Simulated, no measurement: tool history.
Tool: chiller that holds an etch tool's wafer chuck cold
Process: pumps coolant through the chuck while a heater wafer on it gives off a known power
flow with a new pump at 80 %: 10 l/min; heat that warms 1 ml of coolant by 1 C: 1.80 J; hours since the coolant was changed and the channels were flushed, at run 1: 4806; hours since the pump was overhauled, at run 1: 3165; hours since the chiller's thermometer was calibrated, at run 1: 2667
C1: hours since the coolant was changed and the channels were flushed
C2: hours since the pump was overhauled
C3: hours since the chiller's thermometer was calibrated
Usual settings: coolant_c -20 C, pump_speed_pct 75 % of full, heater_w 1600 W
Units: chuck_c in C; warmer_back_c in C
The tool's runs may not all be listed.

run 1 hour=0.0 | coolant_c=-20 pump_speed_pct=75 heater_w=1600 | C1=4806 C2=3165 C3=2667 | chuck_c=-1.1 warmer_back_c=5.91
run 2 hour=84.9 | coolant_c=-13 pump_speed_pct=75 heater_w=1600 | C1=4890 C2=3249 C3=2752 | chuck_c=5.8 warmer_back_c=5.91
run 3 hour=170.4 | coolant_c=-14 pump_speed_pct=75 heater_w=1600 | C1=4976 C2=3335 C3=2838 | chuck_c=4.9 warmer_back_c=5.95
-- hour=182.3 chiller's thermometer calibrated
run 4 hour=262.7 | coolant_c=-14 pump_speed_pct=75 heater_w=1600 | C1=5067 C2=3426 C3=80 | chuck_c=5.1 warmer_back_c=5.96
run 5 hour=343.4 | coolant_c=-14 pump_speed_pct=67 heater_w=1600 | C1=5148 C2=3507 C3=161 | chuck_c=7.2 warmer_back_c=6.80
run 6 hour=461.6 | coolant_c=-20 pump_speed_pct=72 heater_w=1600 | C1=5266 C2=3625 C3=279 | chuck_c=0.0 warmer_back_c=6.14
run 7 hour=525.3 | coolant_c=-20 pump_speed_pct=93 heater_w=1600 | C1=5330 C2=3689 C3=343 | chuck_c=-4.2 warmer_back_c=4.75
run 8 hour=591.5 | coolant_c=-20 pump_speed_pct=93 heater_w=1600 | C1=5396 C2=3755 C3=409 | chuck_c=-4.0 warmer_back_c=4.77
run 9 hour=702.6 | coolant_c=-20 pump_speed_pct=93 heater_w=1600 | C1=5507 C2=3866 C3=520 | chuck_c=-3.9 warmer_back_c=4.77
run 10 hour=813.8 | coolant_c=-20 pump_speed_pct=93 heater_w=1600 | C1=5618 C2=3977 C3=632 | chuck_c=-4.0 warmer_back_c=4.83
run 11 hour=899.5 | coolant_c=-20 pump_speed_pct=94 heater_w=1600 | C1=5704 C2=4063 C3=717 | chuck_c=-4.2 warmer_back_c=4.72
run 12 hour=962.1 | coolant_c=-20 pump_speed_pct=75 heater_w=1600 | C1=5767 C2=4126 C3=780 | chuck_c=-0.8 warmer_back_c=5.94
run 13 hour=1070.2 | coolant_c=-20 pump_speed_pct=75 heater_w=1600 | C1=5875 C2=4234 C3=888 | chuck_c=-0.5 warmer_back_c=6.02
run 14 hour=1147.6 | coolant_c=-20 pump_speed_pct=89 heater_w=1600 | C1=5952 C2=4311 C3=965 | chuck_c=-3.1 warmer_back_c=5.04
run 15 hour=1207.7 | coolant_c=-20 pump_speed_pct=89 heater_w=1600 | C1=6012 C2=4371 C3=1025 | chuck_c=-3.2 warmer_back_c=4.93
run 16 hour=1313.0 | coolant_c=-20 pump_speed_pct=64 heater_w=1600 | C1=6118 C2=4477 C3=1131 | chuck_c=2.5 warmer_back_c=7.16
run 17 hour=1389.7 | coolant_c=-11 pump_speed_pct=77 heater_w=859 | C1=6194 C2=4553 C3=1207 | chuck_c=-0.8 warmer_back_c=3.18
run 18 hour=1461.3 | coolant_c=-11 pump_speed_pct=75 heater_w=1600 | C1=6266 C2=4625 C3=1279 | chuck_c=8.6 warmer_back_c=6.01
run 19 hour=1529.0 | coolant_c=-24 pump_speed_pct=60 heater_w=2139 | C1=6334 C2=4693 C3=1347 | chuck_c=8.0 warmer_back_c=10.29
run 20 hour=1636.6 | coolant_c=-21 pump_speed_pct=70 heater_w=2183 | C1=6441 C2=4800 C3=1454 | chuck_c=7.7 warmer_back_c=8.85
run 21 hour=1686.9 | coolant_c=-26 pump_speed_pct=81 heater_w=1019 | C1=6491 C2=4850 C3=1505 | chuck_c=-14.5 warmer_back_c=3.59
run 22 hour=1796.2 | coolant_c=-26 pump_speed_pct=81 heater_w=1019 | C1=6601 C2=4960 C3=1614 | chuck_c=-14.3 warmer_back_c=3.57
run 23 hour=1866.8 | coolant_c=-28 pump_speed_pct=64 heater_w=806 | C1=6671 C2=5030 C3=1684 | chuck_c=-16.7 warmer_back_c=3.66
run 24 hour=1976.3 | coolant_c=-28 pump_speed_pct=64 heater_w=806 | C1=6781 C2=5140 C3=1794 | chuck_c=-16.8 warmer_back_c=3.65
run 25 hour=2024.9 | coolant_c=-12 pump_speed_pct=66 heater_w=1251 | C1=6829 C2=5188 C3=1843 | chuck_c=5.1 warmer_back_c=5.42
run 26 hour=2104.1 | coolant_c=-12 pump_speed_pct=66 heater_w=1251 | C1=6909 C2=5268 C3=1922 | chuck_c=5.3 warmer_back_c=5.48
run 27 hour=2180.9 | coolant_c=-12 pump_speed_pct=66 heater_w=1251 | C1=6985 C2=5344 C3=1999 | chuck_c=5.3 warmer_back_c=5.47
run 28 hour=2292.5 | coolant_c=-27 pump_speed_pct=63 heater_w=1163 | C1=7097 C2=5456 C3=2110 | chuck_c=-10.1 warmer_back_c=5.34
run 29 hour=2376.7 | coolant_c=-14 pump_speed_pct=63 heater_w=1371 | C1=7181 C2=5540 C3=2194 | chuck_c=5.8 warmer_back_c=6.35
run 30 hour=2447.7 | coolant_c=-18 pump_speed_pct=75 heater_w=1600 | C1=7252 C2=5611 C3=2265 | chuck_c=2.1 warmer_back_c=6.05
run 31 hour=2523.5 | coolant_c=-12 pump_speed_pct=67 heater_w=999 | C1=7328 C2=5687 C3=2341 | chuck_c=1.6 warmer_back_c=4.37

How the hidden state differs across the entries between the runs, from the last listed run before each to the first after it:
Between runs 3 and 4: chiller's thermometer calibrated (hour 182.3)
  heat passed by the chuck's channels, % of clean ones': 93 -> 92.9; flow at a given pump speed, % of a new pump's: 96.2 -> 96.1; coolant's true temperature over the reading, C: -0.33 -> -0.04
  measured less the result without the state, chuck_c: +1.3 -> +1.6 C; warmer_back_c: +0.23 -> +0.23 C

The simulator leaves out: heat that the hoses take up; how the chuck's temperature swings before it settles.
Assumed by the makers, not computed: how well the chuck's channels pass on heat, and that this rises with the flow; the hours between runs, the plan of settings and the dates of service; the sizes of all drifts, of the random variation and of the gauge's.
